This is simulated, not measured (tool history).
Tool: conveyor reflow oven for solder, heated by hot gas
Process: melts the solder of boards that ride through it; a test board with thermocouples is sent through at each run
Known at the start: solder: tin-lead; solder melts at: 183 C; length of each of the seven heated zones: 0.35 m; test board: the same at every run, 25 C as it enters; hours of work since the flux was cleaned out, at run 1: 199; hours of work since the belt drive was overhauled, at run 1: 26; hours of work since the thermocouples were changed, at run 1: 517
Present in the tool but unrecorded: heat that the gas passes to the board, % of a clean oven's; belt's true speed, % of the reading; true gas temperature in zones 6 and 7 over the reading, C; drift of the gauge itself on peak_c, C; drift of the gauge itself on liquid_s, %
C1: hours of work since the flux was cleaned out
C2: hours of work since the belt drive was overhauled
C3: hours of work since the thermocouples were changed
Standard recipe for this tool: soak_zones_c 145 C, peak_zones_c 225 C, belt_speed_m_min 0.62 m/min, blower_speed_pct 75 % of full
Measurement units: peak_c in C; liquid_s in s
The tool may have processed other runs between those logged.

Run 1, hour 0: usual settings; C1 199; C2 26; C3 517. Result: peak_c 213.1 C, liquid_s 51 s.
At hour 7.2: flux residue cleaned out of gas plates and filters.
Run 2, hour 35.3: usual settings; C1 16; C2 43; C3 533. Result: peak_c 214.9 C, liquid_s 51.5 s.
Run 3, hour 57.3: usual settings; C1 28; C2 55; C3 546. Result: peak_c 214.3 C, liquid_s 51.2 s.
Run 4, hour 84.6: usual settings; C1 43; C2 71; C3 561. Result: peak_c 214.7 C, liquid_s 51.5 s.
Run 5, hour 117.6: usual settings; C1 62; C2 89; C3 579. Result: peak_c 214.2 C, liquid_s 52 s.
Run 6, hour 155.3: usual settings; C1 83; C2 110; C3 600. Result: peak_c 214.1 C, liquid_s 52 s.
Run 7, hour 173: usual settings; C1 93; C2 120; C3 610. Result: peak_c 214.1 C, liquid_s 52.3 s.
Run 8, hour 201.5: usual settings; C1 108; C2 136; C3 626. Result: peak_c 214.2 C, liquid_s 50.8 s.
Run 9, hour 234.2: usual settings but soak_zones_c 139 C; C1 127; C2 154; C3 644. Result: peak_c 213.5 C, liquid_s 48.9 s.
Run 10, hour 263.6: usual settings but soak_zones_c 139 C; C1 143; C2 170; C3 661. Result: peak_c 212.7 C, liquid_s 49.3 s.
Run 11, hour 280.5: usual settings; C1 153; C2 180; C3 670. Result: peak_c 214.1 C, liquid_s 51.7 s.
Run 12, hour 297.8: usual settings; C1 162; C2 190; C3 680. Result: peak_c 214 C, liquid_s 51.4 s.
Run 13, hour 322.1: usual settings; C1 176; C2 203; C3 694. Result: peak_c 213.9 C, liquid_s 51.8 s.
Run 14, hour 349.3: usual settings but belt_speed_m_min 0.715 m/min; C1 191; C2 218; C3 709. Result: peak_c 209.8 C, liquid_s 41.2 s.
At hour 371.9: flux residue cleaned out of gas plates and filters.
Run 15, hour 375: usual settings but belt_speed_m_min 0.715 m/min; C1 2; C2 230; C3 720. Result: peak_c 211 C, liquid_s 41.2 s.
Run 16, hour 411.4: usual settings but belt_speed_m_min 0.715 m/min; C1 22; C2 250; C3 741. Result: peak_c 210 C, liquid_s 41.5 s.
Run 17, hour 431: usual settings but soak_zones_c 158 C, blower_speed_pct 88 % of full; C1 33; C2 261; C3 752. Result: peak_c 218.7 C, liquid_s 60.2 s.
Run 18, hour 447.3: usual settings but soak_zones_c 158 C, blower_speed_pct 88 % of full; C1 42; C2 270; C3 761. Result: peak_c 219 C, liquid_s 59.9 s.
Run 19, hour 476.5: usual settings but peak_zones_c 223 C, belt_speed_m_min 0.681 m/min; C1 58; C2 287; C3 777. Result: peak_c 210.6 C, liquid_s 44.2 s.
Run 20, hour 495.8: usual settings but peak_zones_c 223 C, belt_speed_m_min 0.681 m/min; C1 69; C2 297; C3 788. Result: peak_c 209.8 C, liquid_s 43.8 s.
Run 21, hour 528.6: usual settings but soak_zones_c 147 C, peak_zones_c 213 C, belt_speed_m_min 0.681 m/min, blower_speed_pct 54 % of full; C1 87; C2 316; C3 806. Result: peak_c 195.9 C, liquid_s 28.6 s.
Run 22, hour 559.4: usual settings but soak_zones_c 147 C, peak_zones_c 213 C, belt_speed_m_min 0.681 m/min, blower_speed_pct 54 % of full; C1 105; C2 333; C3 823. Result: peak_c 196.8 C, liquid_s 28.1 s.
Run 23, hour 580.9: usual settings but soak_zones_c 147 C, peak_zones_c 213 C, belt_speed_m_min 0.592 m/min, blower_speed_pct 54 % of full; C1 117; C2 345; C3 835. Result: peak_c 200.6 C, liquid_s 40.2 s.
Run 24, hour 600.3: usual settings but soak_zones_c 147 C, peak_zones_c 213 C, belt_speed_m_min 0.592 m/min, blower_speed_pct 54 % of full; C1 128; C2 356; C3 846. Result: peak_c 200.1 C, liquid_s 40.5 s.
Run 25, hour 624.9: usual settings but soak_zones_c 148 C, peak_zones_c 238 C, belt_speed_m_min 0.584 m/min, blower_speed_pct 90 % of full; C1 141; C2 369; C3 860. Result: peak_c 231 C, liquid_s 66.7 s.
Run 26, hour 660.1: usual settings but soak_zones_c 153 C, belt_speed_m_min 0.704 m/min, blower_speed_pct 80 % of full; C1 161; C2 389; C3 879. Result: peak_c 214.6 C, liquid_s 48.1 s.
Run 27, hour 683.2: usual settings but soak_zones_c 153 C, belt_speed_m_min 0.704 m/min, blower_speed_pct 80 % of full; C1 174; C2 402; C3 892. Result: peak_c 214.3 C, liquid_s 47.5 s.
Run 28, hour 715.9: usual settings but peak_zones_c 227 C, blower_speed_pct 60 % of full; C1 192; C2 420; C3 911. Result: peak_c 212.4 C, liquid_s 49.2 s.
At hour 736.6: flux residue cleaned out of gas plates and filters.
Run 29, hour 751: usual settings but soak_zones_c 134 C, belt_speed_m_min 0.657 m/min; C1 8; C2 437; C3 927. Result: peak_c 212.3 C, liquid_s 43.6 s.
Run 30, hour 779.5: usual settings but soak_zones_c 134 C, peak_zones_c 224 C, belt_speed_m_min 0.732 m/min, blower_speed_pct 58 % of full; C1 24; C2 453; C3 943. Result: peak_c 201.6 C, liquid_s 28.5 s.
Run 31, hour 799.5: usual settings but soak_zones_c 144 C, peak_zones_c 224 C, belt_speed_m_min 0.732 m/min, blower_speed_pct 58 % of full; C1 35; C2 464; C3 954. Result: peak_c 204.8 C, liquid_s 34 s.
Run 32, hour 821: usual settings but soak_zones_c 144 C, peak_zones_c 237 C, belt_speed_m_min 0.511 m/min, blower_speed_pct 58 % of full; C1 47; C2 476; C3 966. Result: peak_c 226.5 C, liquid_s 70.8 s.

Describe how what the log doesn't record of the tool's condition differs between the last listed run preceding each entry between runs and the first listed run following it.
Logged between run 1 and run 2: flux residue cleaned out of gas plates and filters (hour 7.2)
  heat that the gas passes to the board, % of a clean oven's: 95.8 -> 99.6; belt's true speed, % of the reading: 100.07 -> 100.04; true gas temperature in zones 6 and 7 over the reading, C: 1.18 -> 1.23
  measured result minus the result with no hidden state, peak_c: +0.1 -> +1 C; liquid_s: -0.2 -> +0.6 s
Logged between run 14 and run 15: flux residue cleaned out of gas plates and filters (hour 371.9)
  heat that the gas passes to the board, % of a clean oven's: 96.3 -> 99.9; belt's true speed, % of the reading: 99.81 -> 99.79; true gas temperature in zones 6 and 7 over the reading, C: 1.77 -> 1.8
  measured result minus the result with no hidden state, peak_c: +0.6 -> +1.6 C; liquid_s: +0.3 -> +1.2 s
Logged between run 28 and run 29: flux residue cleaned out of gas plates and filters (hour 736.6)
  heat that the gas passes to the board, % of a clean oven's: 96.2 -> 99.6; belt's true speed, % of the reading: 99.54 -> 99.52; true gas temperature in zones 6 and 7 over the reading, C: 2.36 -> 2.41
  measured result minus the result with no hidden state, peak_c: +1.4 -> +2.2 C; liquid_s: +1.2 -> +1.8 s
